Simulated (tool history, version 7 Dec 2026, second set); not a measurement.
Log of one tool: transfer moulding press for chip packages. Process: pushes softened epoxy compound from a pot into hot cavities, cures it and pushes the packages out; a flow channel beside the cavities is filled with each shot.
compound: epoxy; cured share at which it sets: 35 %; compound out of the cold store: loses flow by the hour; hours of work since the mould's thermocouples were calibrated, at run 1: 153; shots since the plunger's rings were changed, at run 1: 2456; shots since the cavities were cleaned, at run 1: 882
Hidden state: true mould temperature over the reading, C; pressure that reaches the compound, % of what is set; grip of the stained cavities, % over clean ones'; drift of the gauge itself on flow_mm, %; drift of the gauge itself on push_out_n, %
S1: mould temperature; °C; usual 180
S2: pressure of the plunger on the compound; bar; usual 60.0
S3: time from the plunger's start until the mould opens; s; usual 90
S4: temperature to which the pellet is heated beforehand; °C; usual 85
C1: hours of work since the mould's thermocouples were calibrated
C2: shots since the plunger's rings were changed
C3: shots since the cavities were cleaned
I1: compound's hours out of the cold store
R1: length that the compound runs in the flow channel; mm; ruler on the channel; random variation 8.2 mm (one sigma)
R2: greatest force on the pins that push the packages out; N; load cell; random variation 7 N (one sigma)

| run | hour | S1 | S2 | S3 | S4 | C1 | C2 | C3 | I1 | R1 | R2 |
|---|---|---|---|---|---|---|---|---|---|---|---|
| 1 | 0.0 | 180 | 60.0 | 90 | 85 | 153 | 2456 | 882 | 37.6 | 897 | 521 |
|  | 12.1 | cavities cleaned with cleaning compound and waxed |
| 2 | 12.1 | 180 | 60.0 | 90 | 88 | 159 | 2567 | 0 | 21.7 | 941 | 284 |
| 3 | 23.0 | 180 | 60.0 | 90 | 88 | 165 | 2682 | 115 | 34.4 | 905 | 345 |
| 4 | 29.3 | 180 | 60.0 | 90 | 88 | 169 | 2747 | 180 | 23.2 | 937 | 350 |
| 5 | 42.5 | 180 | 60.0 | 90 | 88 | 177 | 2885 | 318 | 46.1 | 882 | 382 |
| 6 | 48.0 | 180 | 60.0 | 90 | 88 | 180 | 2943 | 376 | 22.1 | 938 | 420 |
| 7 | 59.5 | 180 | 60.0 | 90 | 88 | 187 | 3064 | 497 | 15.4 | 965 | 439 |
| 8 | 66.0 | 180 | 60.0 | 125 | 85 | 191 | 3132 | 565 | 11.1 | 977 | 396 |
| 9 | 78.4 | 180 | 60.0 | 125 | 85 | 198 | 3262 | 695 | 26.7 | 918 | 401 |
| 10 | 89.2 | 180 | 60.0 | 125 | 85 | 205 | 3376 | 809 | 23.8 | 932 | 432 |
| 11 | 97.0 | 180 | 60.0 | 125 | 85 | 209 | 3457 | 890 | 18.0 | 959 | 438 |
| 12 | 105.9 | 180 | 60.0 | 125 | 85 | 214 | 3550 | 983 | 46.8 | 865 | 447 |
|  | 108.5 | cavities cleaned with cleaning compound and waxed |
| 13 | 120.2 | 180 | 60.0 | 125 | 85 | 222 | 3685 | 123 | 15.0 | 959 | 294 |
| 14 | 129.5 | 180 | 60.0 | 125 | 85 | 228 | 3782 | 220 | 18.5 | 950 | 318 |
| 15 | 142.6 | 176 | 60.0 | 90 | 85 | 235 | 3919 | 357 | 33.6 | 917 | 467 |
| 16 | 148.9 | 176 | 60.0 | 90 | 85 | 239 | 3986 | 424 | 42.6 | 888 | 473 |
| 17 | 158.9 | 176 | 60.0 | 90 | 85 | 245 | 4090 | 528 | 9.6 | 994 | 545 |
| 18 | 170.7 | 176 | 68.0 | 90 | 91 | 252 | 4213 | 651 | 36.2 | 957 | 543 |
| 19 | 181.1 | 174 | 60.0 | 100 | 89 | 258 | 4323 | 761 | 29.7 | 913 | 516 |
| 20 | 194.3 | 174 | 60.0 | 100 | 89 | 266 | 4461 | 899 | 41.1 | 878 | 539 |
|  | 197.2 | mould's thermocouples calibrated |
|  | 206.4 | cavities cleaned with cleaning compound and waxed |
| 21 | 207.3 | 174 | 52.0 | 128 | 83 | 5 | 4560 | 8 | 16.4 | 905 | 264 |
| 22 | 219.2 | 174 | 52.0 | 128 | 83 | 12 | 4685 | 133 | 38.0 | 829 | 309 |
| 23 | 229.7 | 180 | 60.0 | 90 | 90 | 18 | 4795 | 243 | 39.1 | 868 | 382 |
| 24 | 238.2 | 175 | 60.0 | 90 | 78 | 23 | 4884 | 332 | 38.4 | 907 | 485 |
| 25 | 245.7 | 178 | 60.0 | 70 | 85 | 28 | 4963 | 411 | 33.7 | 897 | 751 |
|  | 256.4 | mould's thermocouples calibrated, once more |
| 26 | 258.7 | 178 | 60.0 | 70 | 85 | 1 | 5078 | 526 | 27.5 | 922 | 841 |
| 27 | 264.8 | 178 | 60.0 | 70 | 85 | 5 | 5143 | 591 | 19.0 | 941 | 879 |
| 28 | 276.3 | 178 | 58.1 | 70 | 85 | 12 | 5262 | 710 | 11.8 | 929 | 956 |

3 ways to go on from here, each from the tool as it stands after run 28. What would each give?
| A | 289.5 | 174 | 58.1 | 70 | 85 | 20 | 5402 | 850 | 33.6 | ? | ? |
| B | 289.5 | 178 | 58.2 | 88 | 76 | 20 | 5402 | 850 | 36.8 | ? | ? |
| C | 289.5 | 176 | 52.3 | 70 | 85 | 20 | 5402 | 850 | 32.6 | ? | ? |

| run | R1 | R2 |
|---|---|---|
| A | 893 | 1235 |
| B | 868 | 546 |
| C | 833 | 1043 |
Without the tool's hidden state the same runs would have given:
| run | R1 | R2 |
|---|---|---|
| A | 950 | 710 |
| B | 923 | 313 |
| C | 886 | 599 |

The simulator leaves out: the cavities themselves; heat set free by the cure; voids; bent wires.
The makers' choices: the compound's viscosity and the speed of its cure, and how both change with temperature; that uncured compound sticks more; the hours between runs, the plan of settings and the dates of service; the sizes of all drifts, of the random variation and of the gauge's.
